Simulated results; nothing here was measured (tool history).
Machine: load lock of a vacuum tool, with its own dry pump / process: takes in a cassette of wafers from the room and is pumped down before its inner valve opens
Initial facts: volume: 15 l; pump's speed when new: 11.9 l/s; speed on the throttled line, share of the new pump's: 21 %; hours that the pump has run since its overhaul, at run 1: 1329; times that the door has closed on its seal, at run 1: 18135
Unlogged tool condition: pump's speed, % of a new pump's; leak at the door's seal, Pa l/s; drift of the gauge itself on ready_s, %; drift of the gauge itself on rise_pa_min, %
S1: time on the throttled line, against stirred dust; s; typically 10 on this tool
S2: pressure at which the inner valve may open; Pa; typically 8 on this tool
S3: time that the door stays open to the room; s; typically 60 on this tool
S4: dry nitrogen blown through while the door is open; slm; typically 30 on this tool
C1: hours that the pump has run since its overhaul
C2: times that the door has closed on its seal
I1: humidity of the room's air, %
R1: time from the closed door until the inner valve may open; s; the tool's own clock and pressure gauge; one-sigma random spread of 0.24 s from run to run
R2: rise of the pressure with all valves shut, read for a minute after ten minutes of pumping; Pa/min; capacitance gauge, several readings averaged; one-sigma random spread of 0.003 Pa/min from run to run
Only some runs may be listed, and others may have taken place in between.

run 1 day=0 | S1=10 S2=8 S3=60 S4=30 | C1=1329 C2=18135 | I1=48.4 | R1=19.7 R2=0.028
run 2 day=3.546 | S1=10 S2=8 S3=125 S4=30 | C1=1414 C2=18514 | I1=44 | R1=20.1 R2=0.032
run 3 day=9.538 | S1=10 S2=8 S3=60 S4=30 | C1=1558 C2=19155 | I1=41 | R1=20.5 R2=0.031
run 4 day=15 | S1=10 S2=8 S3=60 S4=33 | C1=1689 C2=19740 | I1=48 | R1=20.5 R2=0.03
run 5 day=19.188 | S1=10 S2=8 S3=60 S4=33 | C1=1789 C2=20188 | I1=45.4 | R1=20.1 R2=0.028
run 6 day=24.146 | S1=11 S2=8 S3=60 S4=30 | C1=1908 C2=20718 | I1=43.2 | R1=21 R2=0.032
run 7 day=28.112 | S1=10 S2=8 S3=60 S4=13 | C1=2003 C2=21143 | I1=42.2 | R1=20 R2=0.042
run 8 day=32.279 | S1=10 S2=8 S3=60 S4=7 | C1=2103 C2=21589 | I1=45.9 | R1=20 R2=0.047
run 9 day=36.071 | S1=5 S2=8 S3=60 S4=30 | C1=2194 C2=21994 | I1=45.5 | R1=16.2 R2=0.029
run 10 day=40.817 | S1=5 S2=8 S3=60 S4=30 | C1=2308 C2=22503 | I1=41.4 | R1=15.7 R2=0.028
run 11 day=46.517 | S1=12 S2=8 S3=60 S4=30 | C1=2445 C2=23112 | I1=44.6 | R1=21.8 R2=0.029
run 12 day=51.896 | S1=10 S2=8 S3=60 S4=30 | C1=2574 C2=23688 | I1=45.2 | R1=19.7 R2=0.035
run 13 day=55.621 | S1=10 S2=8 S3=60 S4=30 | C1=2663 C2=24086 | I1=43.1 | R1=19.9 R2=0.029
-- day=57.546 door's seal changed, seat wiped
run 14 day=59.029 | S1=10 S2=8 S3=60 S4=30 | C1=2744 C2=159 | I1=43.1 | R1=19.8 R2=0.027
run 15 day=62.029 | S1=10 S2=8 S3=60 S4=30 | C1=2816 C2=479 | I1=43.6 | R1=20.1 R2=0.027
run 16 day=65.525 | S1=10 S2=8 S3=60 S4=30 | C1=2900 C2=854 | I1=44 | R1=19.3 R2=0.026
run 17 day=68.346 | S1=10 S2=8 S3=60 S4=30 | C1=2967 C2=1156 | I1=46.4 | R1=19.6 R2=0.028
run 18 day=73.646 | S1=10 S2=8 S3=60 S4=30 | C1=3095 C2=1723 | I1=44.5 | R1=19.7 R2=0.032
run 19 day=77.142 | S1=9 S2=12 S3=107 S4=38 | C1=3179 C2=2097 | I1=44.1 | R1=18.6 R2=0.021
run 20 day=81.012 | S1=10 S2=7 S3=131 S4=10 | C1=3271 C2=2511 | I1=48 | R1=20 R2=0.051
run 21 day=84.2 | S1=10 S2=7 S3=159 S4=6 | C1=3348 C2=2852 | I1=48.2 | R1=19.7 R2=0.066
run 22 day=88.95 | S1=5 S2=7 S3=37 S4=26 | C1=3462 C2=3361 | I1=43.9 | R1=16.4 R2=0.022
run 23 day=92.012 | S1=10 S2=8 S3=78 S4=30 | C1=3535 C2=3688 | I1=38.9 | R1=19.4 R2=0.027
run 24 day=97.371 | S1=10 S2=8 S3=106 S4=35 | C1=3664 C2=4261 | I1=44.8 | R1=19.9 R2=0.024
run 25 day=100.975 | S1=10 S2=8 S3=106 S4=35 | C1=3751 C2=4647 | I1=46.1 | R1=20.2 R2=0.028
run 26 day=104.996 | S1=6 S2=15 S3=106 S4=35 | C1=3847 C2=5078 | I1=43 | R1=15.6 R2=0.033
run 27 day=110.862 | S1=6 S2=15 S3=159 S4=35 | C1=3988 C2=5705 | I1=46 | R1=15.8 R2=0.033
run 28 day=114.533 | S1=10 S2=8 S3=41 S4=26 | C1=4076 C2=6098 | I1=41.6 | R1=19.9 R2=0.02
run 29 day=117.033 | S1=10 S2=8 S3=41 S4=26 | C1=4136 C2=6366 | I1=45.9 | R1=19.5 R2=0.03
run 30 day=121.571 | S1=20 S2=12 S3=64 S4=16 | C1=4245 C2=6851 | I1=48.2 | R1=27.5 R2=0.035
run 31 day=124.558 | S1=20 S2=13 S3=64 S4=32 | C1=4317 C2=7171 | I1=45.8 | R1=27 R2=0.023
run 32 day=129.571 | S1=20 S2=13 S3=64 S4=8 | C1=4437 C2=7707 | I1=46.9 | R1=27.2 R2=0.047
run 33 day=132.608 | S1=6 S2=6 S3=111 S4=43 | C1=4510 C2=8032 | I1=41.9 | R1=17.1 R2=0.022
run 34 day=138.762 | S1=6 S2=6 S3=94 S4=43 | C1=4657 C2=8691 | I1=45 | R1=17.1 R2=0.022
run 35 day=143.308 | S1=13 S2=8 S3=73 S4=19 | C1=4767 C2=9177 | I1=43.5 | R1=22.2 R2=0.038
run 36 day=148.358 | S1=14 S2=7 S3=232 S4=22 | C1=4888 C2=9717 | I1=44.3 | R1=23.1 R2=0.052

Alternative continuations, all from the tool just after run 36; predict every row:
run A day=152.908 | S1=13 S2=7 S3=149 S4=22 | C1=4997 C2=10205 | I1=44.2 | R1=? R2=?
run B day=152.908 | S1=5 S2=6 S3=232 S4=5 | C1=4997 C2=10205 | I1=41.8 | R1=? R2=?
run C day=152.908 | S1=7 S2=7 S3=87 S4=30 | C1=4997 C2=10205 | I1=44.7 | R1=? R2=?

run=A R1=22.1 R2=0.037
run=B R1=16.9 R2=0.073
run=C R1=17.8 R2=0.032
The same runs, with their run-to-run variation unchanged, on a tool lacking any hidden condition would have given:
run=A R1=22.1 R2=0.036
run=B R1=16.9 R2=0.073
run=C R1=17.8 R2=0.032
